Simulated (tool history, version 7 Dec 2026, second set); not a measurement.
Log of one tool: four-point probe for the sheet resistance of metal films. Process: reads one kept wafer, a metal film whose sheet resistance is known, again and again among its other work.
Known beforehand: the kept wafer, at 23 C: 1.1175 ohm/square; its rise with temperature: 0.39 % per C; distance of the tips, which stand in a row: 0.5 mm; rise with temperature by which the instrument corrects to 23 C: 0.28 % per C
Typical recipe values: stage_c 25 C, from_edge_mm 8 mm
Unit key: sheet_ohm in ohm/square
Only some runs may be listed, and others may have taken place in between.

run 1 hour=0.0 | stage_c=25 from_edge_mm=8 | sheet_ohm=1.121525
run 2 hour=10.6 | stage_c=25 from_edge_mm=8 | sheet_ohm=1.121536
run 3 hour=22.6 | stage_c=25 from_edge_mm=6 | sheet_ohm=1.122971
run 4 hour=37.2 | stage_c=25 from_edge_mm=6 | sheet_ohm=1.122832
run 5 hour=47.9 | stage_c=25 from_edge_mm=8 | sheet_ohm=1.121276
run 6 hour=57.3 | stage_c=25 from_edge_mm=8 | sheet_ohm=1.121208
run 7 hour=68.3 | stage_c=25 from_edge_mm=8 | sheet_ohm=1.121659
run 8 hour=80.7 | stage_c=25 from_edge_mm=8 | sheet_ohm=1.121376
run 9 hour=89.5 | stage_c=25 from_edge_mm=8 | sheet_ohm=1.121494
run 10 hour=97.3 | stage_c=25 from_edge_mm=8 | sheet_ohm=1.121182
run 11 hour=110.7 | stage_c=20 from_edge_mm=8 | sheet_ohm=1.115543
run 12 hour=119.5 | stage_c=20 from_edge_mm=8 | sheet_ohm=1.115324
run 13 hour=128.7 | stage_c=20 from_edge_mm=8 | sheet_ohm=1.114990
run 14 hour=134.9 | stage_c=25 from_edge_mm=36 | sheet_ohm=1.118569
run 15 hour=142.2 | stage_c=29 from_edge_mm=8 | sheet_ohm=1.126009
run 16 hour=156.1 | stage_c=29 from_edge_mm=8 | sheet_ohm=1.125868
run 17 hour=170.6 | stage_c=25 from_edge_mm=5 | sheet_ohm=1.125340
run 18 hour=183.9 | stage_c=25 from_edge_mm=5 | sheet_ohm=1.125003
run 19 hour=195.4 | stage_c=25 from_edge_mm=5 | sheet_ohm=1.124818
-- hour=200.4 stage's thermometer calibrated
run 20 hour=209.9 | stage_c=25 from_edge_mm=5 | sheet_ohm=1.125193
run 21 hour=216.7 | stage_c=33 from_edge_mm=5 | sheet_ohm=1.134890
run 22 hour=228.0 | stage_c=33 from_edge_mm=5 | sheet_ohm=1.134266
run 23 hour=236.6 | stage_c=25 from_edge_mm=7 | sheet_ohm=1.122012
-- hour=240.1 stage's thermometer calibrated, once more
run 24 hour=243.6 | stage_c=29 from_edge_mm=7 | sheet_ohm=1.125853
run 25 hour=252.3 | stage_c=20 from_edge_mm=20 | sheet_ohm=1.112840
run 26 hour=265.7 | stage_c=20 from_edge_mm=54 | sheet_ohm=1.112174
run 27 hour=272.6 | stage_c=20 from_edge_mm=54 | sheet_ohm=1.112090
run 28 hour=279.7 | stage_c=28 from_edge_mm=5 | sheet_ohm=1.127850
run 29 hour=291.7 | stage_c=34 from_edge_mm=12 | sheet_ohm=1.129263
run 30 hour=298.0 | stage_c=19 from_edge_mm=29 | sheet_ohm=1.111306
run 31 hour=313.0 | stage_c=26 from_edge_mm=7 | sheet_ohm=1.122433
run 32 hour=326.9 | stage_c=20 from_edge_mm=29 | sheet_ohm=1.112485
run 33 hour=341.2 | stage_c=24 from_edge_mm=32 | sheet_ohm=1.117247
run 34 hour=347.3 | stage_c=19 from_edge_mm=5 | sheet_ohm=1.116753
run 35 hour=362.0 | stage_c=27 from_edge_mm=9 | sheet_ohm=1.122126
run 36 hour=373.6 | stage_c=28 from_edge_mm=8 | sheet_ohm=1.123914
run 37 hour=381.7 | stage_c=34 from_edge_mm=10 | sheet_ohm=1.129493
run 38 hour=396.1 | stage_c=28 from_edge_mm=3 | sheet_ohm=1.137693
run 39 hour=405.8 | stage_c=35 from_edge_mm=14 | sheet_ohm=1.130531
run 40 hour=419.0 | stage_c=27 from_edge_mm=18 | sheet_ohm=1.120746
run 41 hour=429.0 | stage_c=29 from_edge_mm=28 | sheet_ohm=1.123041
run 42 hour=443.2 | stage_c=21 from_edge_mm=28 | sheet_ohm=1.113092
run 43 hour=452.2 | stage_c=29 from_edge_mm=8 | sheet_ohm=1.124733
run 44 hour=465.4 | stage_c=24 from_edge_mm=8 | sheet_ohm=1.118999

Below are 3 alternative next runs, each starting from the tool's condition after run 44. Predict each:
run A hour=475.4 | stage_c=25 from_edge_mm=6 | sheet_ohm=?
run B hour=475.4 | stage_c=22 from_edge_mm=54 | sheet_ohm=?
run C hour=475.4 | stage_c=33 from_edge_mm=7 | sheet_ohm=?

run=A sheet_ohm=1.122293
run=B sheet_ohm=1.114466
run=C sheet_ohm=1.130679
Had the tool no hidden state, the same runs would have come out as:
run=A sheet_ohm=1.124172
run=B sheet_ohm=1.116334
run=C sheet_ohm=1.132573

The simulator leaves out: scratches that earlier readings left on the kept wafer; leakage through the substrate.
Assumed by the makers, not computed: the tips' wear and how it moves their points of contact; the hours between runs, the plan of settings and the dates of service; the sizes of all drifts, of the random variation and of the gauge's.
